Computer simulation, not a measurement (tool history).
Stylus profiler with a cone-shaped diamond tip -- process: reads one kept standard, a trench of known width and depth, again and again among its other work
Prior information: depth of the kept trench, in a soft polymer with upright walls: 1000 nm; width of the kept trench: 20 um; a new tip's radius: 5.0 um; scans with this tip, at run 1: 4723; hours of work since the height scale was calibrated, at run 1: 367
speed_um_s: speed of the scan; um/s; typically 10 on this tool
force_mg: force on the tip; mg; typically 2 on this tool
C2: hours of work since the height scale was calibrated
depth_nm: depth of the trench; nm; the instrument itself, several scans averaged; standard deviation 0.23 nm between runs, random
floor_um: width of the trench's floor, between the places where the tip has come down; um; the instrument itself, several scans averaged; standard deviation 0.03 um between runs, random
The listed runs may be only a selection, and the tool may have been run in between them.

{"run": 1, "hour": 0.0, "speed_um_s": 10, "force_mg": 2, "scans with this tip": 4723, "C2": 367, "depth_nm": 1015.51, "floor_um": 12.05}
{"run": 2, "hour": 12.0, "speed_um_s": 10, "force_mg": 2, "scans with this tip": 4811, "C2": 374, "depth_nm": 1016.11, "floor_um": 11.93}
{"run": 3, "hour": 30.4, "speed_um_s": 10, "force_mg": 1.75, "scans with this tip": 4948, "C2": 384, "depth_nm": 1013.93, "floor_um": 11.92}
{"run": 4, "hour": 48.7, "speed_um_s": 10, "force_mg": 2, "scans with this tip": 5083, "C2": 395, "depth_nm": 1015.61, "floor_um": 11.88}
{"run": 5, "hour": 69.6, "speed_um_s": 10, "force_mg": 2, "scans with this tip": 5237, "C2": 407, "depth_nm": 1015.74, "floor_um": 11.76}
{"run": 6, "hour": 79.7, "speed_um_s": 10, "force_mg": 2, "scans with this tip": 5313, "C2": 413, "depth_nm": 1016.04, "floor_um": 11.81}
{"run": 7, "hour": 97.6, "speed_um_s": 3, "force_mg": 0.98, "scans with this tip": 5445, "C2": 423, "depth_nm": 1010.14, "floor_um": 11.82}
{"hour": 100.0, "done": "height scale calibrated on a step standard"}
{"run": 8, "hour": 107.5, "speed_um_s": 3, "force_mg": 0.98, "scans with this tip": 5514, "C2": 4, "depth_nm": 1010.76, "floor_um": 11.75}
{"run": 9, "hour": 120.9, "speed_um_s": 16, "force_mg": 1.42, "scans with this tip": 5613, "C2": 12, "depth_nm": 1013.58, "floor_um": 11.73}

The next listed run, before its measurement:
{"run": 10, "hour": 141.3, "speed_um_s": 3, "force_mg": 1.35, "scans with this tip": 5764, "C2": 24, "depth_nm": "?", "floor_um": "?"}

Run 10 measured depth_nm 1013.05 nm, floor_um 11.69 um.
With no hidden state in the tool, this same run would have given depth_nm 1011.25 nm, floor_um 14.01 um.

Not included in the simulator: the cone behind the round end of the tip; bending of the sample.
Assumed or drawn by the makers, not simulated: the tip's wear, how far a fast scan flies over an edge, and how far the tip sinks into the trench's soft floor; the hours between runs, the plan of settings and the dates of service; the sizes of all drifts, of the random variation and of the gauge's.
